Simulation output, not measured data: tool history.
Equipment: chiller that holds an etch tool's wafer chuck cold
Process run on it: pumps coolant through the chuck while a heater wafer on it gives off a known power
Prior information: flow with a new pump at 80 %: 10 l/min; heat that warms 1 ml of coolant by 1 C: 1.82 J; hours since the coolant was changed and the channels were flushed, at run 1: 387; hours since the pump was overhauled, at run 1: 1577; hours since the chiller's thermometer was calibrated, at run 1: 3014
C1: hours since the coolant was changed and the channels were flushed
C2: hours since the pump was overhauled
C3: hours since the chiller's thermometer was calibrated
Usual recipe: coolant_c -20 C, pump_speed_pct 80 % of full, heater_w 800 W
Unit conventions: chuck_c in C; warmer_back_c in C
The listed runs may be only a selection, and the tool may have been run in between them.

{"run": 1, "hour": 0.0, "coolant_c": -20, "pump_speed_pct": 80, "heater_w": 800, "C1": 387, "C2": 1577, "C3": 3014, "chuck_c": -14.81, "warmer_back_c": 2.63}
{"run": 2, "hour": 27.3, "coolant_c": -20, "pump_speed_pct": 80, "heater_w": 800, "C1": 414, "C2": 1604, "C3": 3041, "chuck_c": -14.82, "warmer_back_c": 2.65}
{"run": 3, "hour": 62.0, "coolant_c": -20, "pump_speed_pct": 80, "heater_w": 800, "C1": 449, "C2": 1639, "C3": 3076, "chuck_c": -14.79, "warmer_back_c": 2.61}
{"run": 4, "hour": 93.4, "coolant_c": -20, "pump_speed_pct": 80, "heater_w": 800, "C1": 480, "C2": 1670, "C3": 3107, "chuck_c": -14.82, "warmer_back_c": 2.64}
{"run": 5, "hour": 142.9, "coolant_c": -19, "pump_speed_pct": 80, "heater_w": 800, "C1": 529, "C2": 1719, "C3": 3156, "chuck_c": -13.81, "warmer_back_c": 2.64}
{"run": 6, "hour": 191.2, "coolant_c": -20, "pump_speed_pct": 80, "heater_w": 800, "C1": 578, "C2": 1768, "C3": 3205, "chuck_c": -14.82, "warmer_back_c": 2.65}
{"run": 7, "hour": 212.3, "coolant_c": -20, "pump_speed_pct": 80, "heater_w": 800, "C1": 599, "C2": 1789, "C3": 3226, "chuck_c": -14.81, "warmer_back_c": 2.64}
{"run": 8, "hour": 261.2, "coolant_c": -20, "pump_speed_pct": 80, "heater_w": 800, "C1": 648, "C2": 1838, "C3": 3275, "chuck_c": -14.81, "warmer_back_c": 2.66}
{"run": 9, "hour": 291.9, "coolant_c": -20, "pump_speed_pct": 80, "heater_w": 800, "C1": 678, "C2": 1868, "C3": 3305, "chuck_c": -14.82, "warmer_back_c": 2.64}
{"run": 10, "hour": 342.9, "coolant_c": -23, "pump_speed_pct": 80, "heater_w": 1134, "C1": 729, "C2": 1919, "C3": 3356, "chuck_c": -15.7, "warmer_back_c": 3.78}
{"run": 11, "hour": 372.5, "coolant_c": -23, "pump_speed_pct": 80, "heater_w": 1134, "C1": 759, "C2": 1949, "C3": 3386, "chuck_c": -15.64, "warmer_back_c": 3.76}
{"run": 12, "hour": 410.5, "coolant_c": -22, "pump_speed_pct": 74, "heater_w": 800, "C1": 797, "C2": 1987, "C3": 3424, "chuck_c": -16.51, "warmer_back_c": 2.91}

Estimate the outcome of run 13 from the log above:
{"run": 13, "hour": 431.4, "coolant_c": -30, "pump_speed_pct": 80, "heater_w": 893, "C1": 818, "C2": 2008, "C3": 3445, "chuck_c": "?", "warmer_back_c": "?"}

Run 13 gave chuck_c -24.17 C, warmer_back_c 3 C.
Take away the tool's hidden state, keep the run-to-run variation as it was, and the same run would have given chuck_c -24.17 C, warmer_back_c 2.96 C.
